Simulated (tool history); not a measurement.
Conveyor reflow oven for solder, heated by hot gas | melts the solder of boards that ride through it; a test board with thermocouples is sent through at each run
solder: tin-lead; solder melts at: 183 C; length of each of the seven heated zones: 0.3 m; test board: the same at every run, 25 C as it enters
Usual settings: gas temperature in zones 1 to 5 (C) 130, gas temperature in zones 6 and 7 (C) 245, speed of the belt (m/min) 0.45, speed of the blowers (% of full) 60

run,hour,gas temperature in zones 1 to 5 (C),gas temperature in zones 6 and 7 (C),speed of the belt (m/min),speed of the blowers (% of full),highest temperature of the board (C),time above the solder's melting point (s)
1,0,130,245,0.45,60,224.4,62.3
2,11.1,145,245,0.45,60,227.3,69.8
3,30.3,130,245,0.45,60,224.8,62.6
4,44.9,130,245,0.45,60,225.4,62.7
5,69.7,130,251,0.45,60,230.3,66.3
6,86.7,130,251,0.45,60,230.2,66.1
7,112,130,251,0.45,60,230.2,66.1
8,135.8,130,245,0.45,60,224.8,62.6
9,160.1,125,240,0.419,63,223,64.9
10,180.2,145,245,0.45,60,227,70.2
11,204,145,245,0.45,60,227.3,69.9
12,216.4,145,245,0.45,60,226.9,69.7
13,237.5,145,245,0.45,60,227.6,69.7
14,259,145,245,0.45,60,227.5,69.9
15,281.5,118,249,0.506,69,225.4,52.4
16,298.4,118,245,0.451,69,225.9,60

4 ways to go on from here, each from the tool as it stands after run 16. What would each give?
A,325.6,123,245,0.474,60,?,?
B,325.6,126,245,0.45,57,?,?
C,325.6,117,245,0.451,73,?,?
D,325.6,117,239,0.521,60,?,?

run,highest temperature of the board (C),time above the solder's melting point (s)
A,221.6,54.4
B,222.7,59.6
C,227.2,60.7
D,210.4,39.2
Without the tool's hidden state the same runs would have given:
run,highest temperature of the board (C),time above the solder's melting point (s)
A,221.7,54.5
B,222.8,59.6
C,227.3,60.8
D,210.4,39.3

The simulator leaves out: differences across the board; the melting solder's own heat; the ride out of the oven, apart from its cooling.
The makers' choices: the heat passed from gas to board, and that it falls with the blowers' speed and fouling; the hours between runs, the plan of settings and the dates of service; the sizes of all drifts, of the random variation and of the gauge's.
